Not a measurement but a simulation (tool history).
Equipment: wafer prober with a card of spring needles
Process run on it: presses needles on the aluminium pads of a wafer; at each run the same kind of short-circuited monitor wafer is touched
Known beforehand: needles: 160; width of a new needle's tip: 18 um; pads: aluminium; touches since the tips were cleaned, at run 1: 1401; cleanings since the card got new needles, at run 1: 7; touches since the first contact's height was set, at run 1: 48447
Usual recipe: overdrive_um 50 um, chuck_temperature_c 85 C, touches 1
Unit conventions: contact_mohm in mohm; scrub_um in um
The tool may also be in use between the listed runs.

run	day	overdrive_um	chuck_temperature_c	touches	touches since the tips were cleaned	cleanings since the card got new needles	touches since the first contact's height was set	contact_mohm	scrub_um
1	0.000	50	85	1	1401	7	48447	166	10.84
# day 0.842: tips cleaned on abrasive film
2	0.933	43	85	1	535	8	53849	169	9.25
3	1.842	43	85	1	5805	8	59119	216	9.31
# day 1.908: tips cleaned on abrasive film
4	2.396	43	85	1	2818	9	62317	200	9.20
# day 2.958: tips cleaned on abrasive film
5	3.042	33	85	1	489	10	66058	188	7.02
6	3.496	33	85	1	3110	10	68679	259	7.07
7	3.992	56	48	2	5999	10	71568	165	12.08
# day 4.071: tips cleaned on abrasive film
8	4.708	69	55	2	3695	11	75703	151	15.07
# day 5.142: tips cleaned on abrasive film
9	5.554	31	109	1	2383	12	80591	252	6.49
10	6.133	33	89	1	5771	12	83979	267	7.11
# day 6.221: tips cleaned on abrasive film
11	7.075	50	98	1	4948	13	89407	197	10.65

Forecast each of these 3 alternatives for the next run:
# day 7.271: tips cleaned on abrasive film
A	7.775	50	35	1	2936	14	93460	?	?
# day 7.271: tips cleaned on abrasive film
B	7.775	35	98	1	2936	14	93460	?	?
# day 7.271: tips cleaned on abrasive film
C	7.775	50	112	1	2936	14	93460	?	?

run	contact_mohm	scrub_um
A	184	10.84
B	244	7.48
C	193	10.79
The same runs, with their run-to-run variation unchanged, on a tool lacking any hidden condition would have given:
run	contact_mohm	scrub_um
A	133	11.08
B	153	7.72
C	147	11.02
